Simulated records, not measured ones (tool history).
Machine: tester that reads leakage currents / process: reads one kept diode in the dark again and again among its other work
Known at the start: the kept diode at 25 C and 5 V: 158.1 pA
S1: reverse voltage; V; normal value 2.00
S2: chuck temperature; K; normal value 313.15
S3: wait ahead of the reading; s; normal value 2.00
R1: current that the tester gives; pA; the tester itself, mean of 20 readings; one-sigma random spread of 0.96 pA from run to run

| run | hour | S1 | S2 | S3 | R1 |
|---|---|---|---|---|---|
| 1 | 0.0 | 2.00 | 313.15 | 2.00 | 351.85 |
| 2 | 42.8 | 2.00 | 297.15 | 2.00 | 102.95 |
| 3 | 131.1 | 2.00 | 297.15 | 2.00 | 104.27 |
| 4 | 210.1 | 2.00 | 313.15 | 0.32 | 357.17 |
| 5 | 256.9 | 2.00 | 313.15 | 0.32 | 358.42 |
| 6 | 331.0 | 2.00 | 313.15 | 0.32 | 362.43 |
| 7 | 382.6 | 2.00 | 313.15 | 2.00 | 360.54 |
|  | 410.5 | probe card cleaned and baked |
| 8 | 443.8 | 2.00 | 313.15 | 2.00 | 359.39 |
| 9 | 525.7 | 2.00 | 313.15 | 2.00 | 361.63 |
| 10 | 596.4 | 2.00 | 313.15 | 2.00 | 361.95 |
| 11 | 680.3 | 2.00 | 313.15 | 1.79 | 365.78 |
| 12 | 758.6 | 2.00 | 313.15 | 1.79 | 369.96 |
| 13 | 842.8 | 2.00 | 313.15 | 2.00 | 368.22 |
| 14 | 915.5 | 1.66 | 313.15 | 2.00 | 336.93 |
| 15 | 962.5 | 1.66 | 313.15 | 2.00 | 339.10 |
| 16 | 1034.5 | 1.66 | 313.15 | 2.00 | 340.23 |
| 17 | 1085.9 | 1.66 | 313.15 | 5.42 | 341.57 |
|  | 1107.6 | chuck's temperature calibrated |
| 18 | 1160.1 | 1.66 | 313.15 | 5.42 | 286.12 |
| 19 | 1238.0 | 2.00 | 313.15 | 2.00 | 317.76 |
| 20 | 1324.3 | 4.94 | 320.15 | 2.00 | 854.34 |
| 21 | 1394.5 | 4.94 | 309.15 | 3.49 | 381.93 |
| 22 | 1464.5 | 4.94 | 309.15 | 3.49 | 388.11 |
| 23 | 1516.2 | 1.61 | 313.15 | 2.00 | 289.61 |
|  | 1526.7 | tester calibrated |
| 24 | 1608.9 | 4.70 | 313.15 | 3.62 | 510.58 |
| 25 | 1680.6 | 6.11 | 307.15 | 0.96 | 379.11 |
|  | 1714.6 | tester calibrated, once more |
| 26 | 1768.2 | 12.10 | 313.15 | 2.00 | 868.91 |
| 27 | 1820.1 | 17.98 | 311.15 | 7.69 | 937.35 |
| 28 | 1865.1 | 2.00 | 313.15 | 0.83 | 339.73 |
|  | 1945.9 | probe card cleaned and baked |
| 29 | 1947.3 | 2.00 | 301.15 | 1.44 | 134.75 |
| 30 | 2029.9 | 18.93 | 301.15 | 1.44 | 442.09 |
| 31 | 2092.8 | 7.03 | 294.15 | 0.31 | 155.76 |
| 32 | 2140.8 | 4.83 | 294.15 | 0.31 | 126.85 |
| 33 | 2199.3 | 1.81 | 294.15 | 4.70 | 73.93 |
| 34 | 2251.0 | 4.23 | 313.15 | 2.00 | 510.52 |
| 35 | 2326.0 | 15.21 | 313.15 | 3.48 | 1017.12 |
| 36 | 2400.6 | 2.00 | 305.15 | 6.87 | 191.60 |
| 37 | 2453.2 | 2.00 | 305.15 | 6.87 | 192.56 |
| 38 | 2545.1 | 11.54 | 313.15 | 6.67 | 882.50 |

Branching from run 38: 4 alternative next runs. What would each branch give?
| A | 2604.5 | 11.54 | 301.15 | 5.62 | ? |
| B | 2604.5 | 2.28 | 326.15 | 0.39 | ? |
| C | 2604.5 | 4.19 | 303.15 | 1.36 | ? |
| D | 2604.5 | 1.33 | 313.15 | 6.67 | ? |

| run | R1 |
|---|---|
| A | 359.49 |
| B | 960.15 |
| C | 246.11 |
| D | 286.97 |
Take away the tool's hidden state, keep each run's random variation, and the runs would have read:
| run | R1 |
|---|---|
| A | 311.74 |
| B | 866.56 |
| C | 216.20 |
| D | 256.21 |
